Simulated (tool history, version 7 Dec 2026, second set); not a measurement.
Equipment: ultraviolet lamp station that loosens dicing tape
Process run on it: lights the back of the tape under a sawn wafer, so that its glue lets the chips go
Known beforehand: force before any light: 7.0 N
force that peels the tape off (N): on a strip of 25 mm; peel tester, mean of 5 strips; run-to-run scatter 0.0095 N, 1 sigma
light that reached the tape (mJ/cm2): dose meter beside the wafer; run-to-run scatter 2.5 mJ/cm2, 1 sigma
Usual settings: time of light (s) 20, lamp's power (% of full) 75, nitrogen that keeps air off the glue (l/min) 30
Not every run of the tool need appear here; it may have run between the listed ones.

run	hour	time of light (s)	lamp's power (% of full)	nitrogen that keeps air off the glue (l/min)	force that peels the tape off (N)	light that reached the tape (mJ/cm2)
1	0.0	20	75	30	0.567	273
2	5.2	20	75	30	0.559	268
3	11.6	20	75	30	0.550	274
4	19.5	20	75	30	0.551	274
5	27.9	20	75	30	0.572	269
6	36.6	20	75	30	0.541	267
7	44.0	20	75	9	0.964	272
8	53.0	20	75	21	0.691	270
9	59.0	20	75	21	0.653	271
10	67.7	20	75	21	0.655	266
# hour 68.7: window cleaned of glue's vapour
11	77.8	20	75	21	0.727	259
12	86.3	20	75	30	0.640	257
13	94.0	20	75	30	0.642	259
14	100.9	28	81	19	0.278	392
15	106.4	20	61	30	1.043	209
16	117.6	31	83	30	0.166	437

Forecast run 17:
# hour 126.8: window cleaned of glue's vapour, once more
17	127.4	31	83	30	?	?

force that peels the tape off (N): 0.148
light that reached the tape (mJ/cm2): 472
The same run, on a tool lacking any hidden state, would have yielded force that peels the tape off (N) 0.119, light that reached the tape (mJ/cm2) 530.

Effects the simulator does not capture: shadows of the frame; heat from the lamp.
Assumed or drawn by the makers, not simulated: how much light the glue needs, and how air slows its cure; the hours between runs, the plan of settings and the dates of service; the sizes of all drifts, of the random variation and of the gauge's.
